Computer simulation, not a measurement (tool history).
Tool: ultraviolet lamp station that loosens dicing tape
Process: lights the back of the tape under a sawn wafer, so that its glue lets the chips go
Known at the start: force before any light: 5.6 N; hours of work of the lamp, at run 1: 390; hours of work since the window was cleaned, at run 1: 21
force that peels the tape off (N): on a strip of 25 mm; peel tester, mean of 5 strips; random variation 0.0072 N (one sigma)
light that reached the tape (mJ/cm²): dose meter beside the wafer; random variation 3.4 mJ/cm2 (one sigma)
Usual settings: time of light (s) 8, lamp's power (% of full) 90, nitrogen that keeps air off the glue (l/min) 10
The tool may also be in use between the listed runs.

run	day	time of light (s)	lamp's power (% of full)	nitrogen that keeps air off the glue (l/min)	hours of work of the lamp	hours of work since the window was cleaned	force that peels the tape off (N)	light that reached the tape (mJ/cm²)
1	0.000	8	90	10	390	21	0.345	471
2	0.371	8	90	15	396	26	0.259	478
3	0.958	8	90	15	404	35	0.263	470
4	1.300	8	90	15	409	39	0.272	474
5	1.762	8	90	7	415	46	0.460	471
6	2.338	8	90	7	424	54	0.451	465
7	2.867	8	60	7	431	62	0.984	311
8	3.558	8	60	7	441	71	0.970	308
9	3.904	8	60	7	446	76	1.012	307
10	4.408	8	60	7	453	84	1.018	301
11	4.767	8	60	7	458	89	0.992	303
12	5.396	8	60	7	467	98	0.992	301
13	6.042	8	90	20	476	107	0.260	453
14	6.658	6	90	10	485	115	0.679	338
15	7.300	6	90	10	494	125	0.676	335
16	7.642	6	90	10	499	129	0.679	328
17	8.350	6	90	10	509	139	0.668	330
18	9.058	6	90	10	519	149	0.693	326
19	9.367	6	90	10	523	154	0.708	325
20	9.725	6	90	10	528	159	0.696	321
21	10.392	6	90	10	538	168	0.712	324
22	10.742	10	90	10	543	173	0.288	533
23	11.183	10	90	10	549	180	0.288	535
24	11.612	6	91	3	555	186	1.499	314
25	12.283	5	91	3	565	195	1.885	264
26	12.988	8	83	11	574	205	0.488	382
27	13.604	12	90	7	583	214	0.262	620
28	14.254	14	69	8	592	223	0.316	562
29	14.938	7	77	13	602	233	0.636	307
30	15.362	7	77	13	608	239	0.663	307
31	15.954	10	70	10	617	247	0.484	393
32	16.421	10	70	10	623	254	0.508	390
33	16.788	10	69	5	628	259	0.859	389
34	17.221	6	80	6	635	265	1.359	265
35	17.883	6	80	6	644	275	1.348	265
36	18.558	6	80	6	653	284	1.437	260
37	19.192	11	75	10	662	293	0.381	451
38	19.725	7	88	10	670	301	0.669	335
39	20.404	6	65	6	680	310	1.856	207
40	21.008	9	82	6	688	319	0.729	385
41	21.479	9	82	6	695	325	0.712	386
42	21.792	9	82	6	699	330	0.737	393
43	22.083	9	82	6	703	334	0.749	389

Forecast each of these 5 alternatives for the next run:
A	22.492	11	82	6	709	340	?	?
B	22.492	9	82	9	709	340	?	?
C	22.492	5	77	6	709	340	?	?
D	22.492	10	63	3	709	340	?	?
E	22.492	9	82	5	709	340	?	?

run	force that peels the tape off (N)	light that reached the tape (mJ/cm²)
A	0.513	474
B	0.550	385
C	1.848	205
D	1.489	331
E	0.864	387
Without the tool's hidden state the same runs would have given:
run	force that peels the tape off (N)	light that reached the tape (mJ/cm²)
A	0.251	699
B	0.267	571
C	1.124	301
D	0.833	489
E	0.426	573

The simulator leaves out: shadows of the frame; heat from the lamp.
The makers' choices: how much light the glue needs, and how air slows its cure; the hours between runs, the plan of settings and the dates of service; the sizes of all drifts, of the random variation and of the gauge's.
